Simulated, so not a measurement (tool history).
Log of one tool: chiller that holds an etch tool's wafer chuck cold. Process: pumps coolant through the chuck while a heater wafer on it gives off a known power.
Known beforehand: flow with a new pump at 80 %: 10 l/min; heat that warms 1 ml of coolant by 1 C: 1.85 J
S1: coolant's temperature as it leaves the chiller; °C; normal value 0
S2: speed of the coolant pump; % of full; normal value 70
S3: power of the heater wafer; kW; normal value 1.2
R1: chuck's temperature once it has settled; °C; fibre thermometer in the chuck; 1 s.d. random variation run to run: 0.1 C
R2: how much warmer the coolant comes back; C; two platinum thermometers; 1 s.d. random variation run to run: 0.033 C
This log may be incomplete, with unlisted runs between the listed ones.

run 1 hour=0 | S1=0 S2=70 S3=1.2 | R1=11 R2=4.67
run 2 hour=151.9 | S1=0 S2=70 S3=1.2 | R1=10.9 R2=4.71
run 3 hour=214.7 | S1=0 S2=70 S3=1.2 | R1=11.1 R2=4.68
run 4 hour=344.9 | S1=0 S2=70 S3=0.74 | R1=6.6 R2=2.91
run 5 hour=423.5 | S1=0 S2=84 S3=1.2 | R1=9.4 R2=3.83
run 6 hour=499.4 | S1=-1 S2=70 S3=1.2 | R1=9.9 R2=4.7
run 7 hour=576 | S1=-1 S2=70 S3=1.2 | R1=10.2 R2=4.74
run 8 hour=709 | S1=0 S2=80 S3=1.2 | R1=9.9 R2=4.1
run 9 hour=790.5 | S1=0 S2=80 S3=1.2 | R1=10 R2=4.14
run 10 hour=860.4 | S1=0 S2=80 S3=1.2 | R1=9.8 R2=4.13
run 11 hour=981.5 | S1=9 S2=70 S3=1.2 | R1=20.3 R2=4.78
run 12 hour=1121.5 | S1=2 S2=70 S3=1.2 | R1=13.4 R2=4.77
run 13 hour=1223.4 | S1=2 S2=62 S3=1.2 | R1=14.7 R2=5.4
run 14 hour=1304.9 | S1=2 S2=62 S3=1.2 | R1=14.9 R2=5.43
run 15 hour=1398.7 | S1=0 S2=70 S3=1.2 | R1=11.3 R2=4.87
run 16 hour=1531 | S1=0 S2=70 S3=1.2 | R1=11.3 R2=4.8
run 17 hour=1655 | S1=1 S2=70 S3=1.2 | R1=12.5 R2=4.85
run 18 hour=1771.3 | S1=-5 S2=66 S3=1.2 | R1=7.1 R2=5.15
run 19 hour=1920.7 | S1=-5 S2=66 S3=1.2 | R1=7.2 R2=5.14
run 20 hour=2044.9 | S1=-2 S2=65 S3=0.987 | R1=8.1 R2=4.32
run 21 hour=2190.9 | S1=5 S2=94 S3=1.2 | R1=13.8 R2=3.56
run 22 hour=2338.7 | S1=0 S2=70 S3=0.686 | R1=6.6 R2=2.79
run 23 hour=2423.7 | S1=7 S2=92 S3=0.999 | R1=14.3 R2=3.03
run 24 hour=2519.5 | S1=7 S2=92 S3=0.999 | R1=14.5 R2=3.05
-- hour=2559.1 chiller's thermometer calibrated
run 25 hour=2642 | S1=4 S2=75 S3=0.61 | R1=9.7 R2=2.35
run 26 hour=2734.4 | S1=5 S2=94 S3=0.61 | R1=9.7 R2=1.81
run 27 hour=2826.2 | S1=0 S2=94 S3=0.61 | R1=4.9 R2=1.86
run 28 hour=2921.5 | S1=-7 S2=70 S3=0.786 | R1=1.3 R2=3.25
run 29 hour=3068.2 | S1=-7 S2=76 S3=1.164 | R1=4.4 R2=4.39
run 30 hour=3180.1 | S1=-7 S2=69 S3=1.312 | R1=7.1 R2=5.5
run 31 hour=3262.2 | S1=4 S2=99 S3=1.312 | R1=14 R2=3.64

Selected run-to-run steps in R1, each split into two signed amounts: the part the tool would show with no hidden state at all (from settings, incoming material and random variation), and the remainder, which goes to the hidden state together with any gauge scatter not common to the measured and the hidden-state-free results:
Hidden state present: heat passed by the chuck's channels, % of clean ones'; flow at a given pump speed, % of a new pump's; coolant's true temperature over the reading, C; drift of the gauge itself on chuck_c, C; drift of the gauge itself on warmer_back_c, C.
Run 10 -> 11: S1 0 -> 9, S2 80 -> 70. R1 +10.5 °C: hidden state +0.3, all else +10.2.
Run 21 -> 22: S1 5 -> 0, S2 94 -> 70, S3 1.2 -> 0.686. R1 -7.2 °C: hidden state -0.5, all else -6.7.
Run 22 -> 23: S1 0 -> 7, S2 70 -> 92, S3 0.686 -> 0.999. R1 +7.7 °C: hidden state +0.2, all else +7.5.
Run 27 -> 28: S1 0 -> -7, S2 94 -> 70, S3 0.61 -> 0.786. R1 -3.6 °C: hidden state +0.8, all else -4.4.
Run 28 -> 29: S2 70 -> 76, S3 0.786 -> 1.164. R1 +3.1 °C: hidden state +0.7, all else +2.4.
Run 30 -> 31: S1 -7 -> 4, S2 69 -> 99. R1 +6.9 °C: hidden state -0.9, all else +7.8.
